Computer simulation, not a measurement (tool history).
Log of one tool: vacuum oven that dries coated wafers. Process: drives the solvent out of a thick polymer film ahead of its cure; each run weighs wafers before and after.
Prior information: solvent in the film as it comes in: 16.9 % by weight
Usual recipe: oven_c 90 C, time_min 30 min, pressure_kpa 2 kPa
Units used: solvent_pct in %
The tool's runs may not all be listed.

{"run": 1, "hour": 0.0, "oven_c": 90, "time_min": 30, "pressure_kpa": 2, "solvent_pct": 3.97}
{"run": 2, "hour": 19.0, "oven_c": 90, "time_min": 30, "pressure_kpa": 2, "solvent_pct": 3.88}
{"run": 3, "hour": 41.6, "oven_c": 90, "time_min": 18, "pressure_kpa": 2, "solvent_pct": 6.28}
{"run": 4, "hour": 52.4, "oven_c": 90, "time_min": 18, "pressure_kpa": 2, "solvent_pct": 6.18}
{"run": 5, "hour": 64.9, "oven_c": 90, "time_min": 17, "pressure_kpa": 2, "solvent_pct": 6.44}
{"run": 6, "hour": 80.8, "oven_c": 90, "time_min": 17, "pressure_kpa": 2, "solvent_pct": 6.67}
{"run": 7, "hour": 95.4, "oven_c": 75, "time_min": 17, "pressure_kpa": 2, "solvent_pct": 11.11}
{"run": 8, "hour": 113.0, "oven_c": 75, "time_min": 17, "pressure_kpa": 2, "solvent_pct": 11.25}
{"hour": 116.9, "done": "vacuum gauge cleaned of residue and calibrated"}
{"run": 9, "hour": 136.3, "oven_c": 75, "time_min": 17, "pressure_kpa": 2, "solvent_pct": 11.16}
{"run": 10, "hour": 153.4, "oven_c": 90, "time_min": 30, "pressure_kpa": 2, "solvent_pct": 3.89}
{"run": 11, "hour": 167.6, "oven_c": 90, "time_min": 30, "pressure_kpa": 2, "solvent_pct": 3.86}
{"run": 12, "hour": 183.2, "oven_c": 77, "time_min": 16, "pressure_kpa": 2.81, "solvent_pct": 11.23}
{"run": 13, "hour": 203.0, "oven_c": 77, "time_min": 16, "pressure_kpa": 6.87, "solvent_pct": 12.73}
{"run": 14, "hour": 225.3, "oven_c": 90, "time_min": 30, "pressure_kpa": 2.08, "solvent_pct": 3.95}
{"hour": 234.7, "done": "vacuum gauge cleaned of residue and calibrated, once more"}
{"run": 15, "hour": 242.9, "oven_c": 101, "time_min": 48, "pressure_kpa": 2.08, "solvent_pct": 0.78}
{"run": 16, "hour": 265.3, "oven_c": 86, "time_min": 38, "pressure_kpa": 2.59, "solvent_pct": 4.41}
{"run": 17, "hour": 277.4, "oven_c": 86, "time_min": 38, "pressure_kpa": 2.59, "solvent_pct": 4.43}
{"run": 18, "hour": 293.8, "oven_c": 86, "time_min": 38, "pressure_kpa": 2.59, "solvent_pct": 4.46}
{"run": 19, "hour": 303.9, "oven_c": 78, "time_min": 35, "pressure_kpa": 2.12, "solvent_pct": 7.55}

5 options for the next run, each taken on its own from the tool as it stands now. Forecast them:
{"run": "A", "hour": 328.9, "oven_c": 90, "time_min": 18, "pressure_kpa": 2, "solvent_pct": "?"}
{"run": "B", "hour": 328.9, "oven_c": 90, "time_min": 19, "pressure_kpa": 1.48, "solvent_pct": "?"}
{"run": "C", "hour": 328.9, "oven_c": 100, "time_min": 31, "pressure_kpa": 2.12, "solvent_pct": "?"}
{"run": "D", "hour": 328.9, "oven_c": 78, "time_min": 35, "pressure_kpa": 1.15, "solvent_pct": "?"}
{"run": "E", "hour": 328.9, "oven_c": 90, "time_min": 30, "pressure_kpa": 5.26, "solvent_pct": "?"}

run=A solvent_pct=6.16
run=B solvent_pct=5.61
run=C solvent_pct=1.32
run=D solvent_pct=7.09
run=E solvent_pct=5.22
With no hidden state in the tool, these same runs would have given:
run=A solvent_pct=6.27
run=B solvent_pct=5.72
run=C solvent_pct=1.37
run=D solvent_pct=7.2
run=E solvent_pct=5.33

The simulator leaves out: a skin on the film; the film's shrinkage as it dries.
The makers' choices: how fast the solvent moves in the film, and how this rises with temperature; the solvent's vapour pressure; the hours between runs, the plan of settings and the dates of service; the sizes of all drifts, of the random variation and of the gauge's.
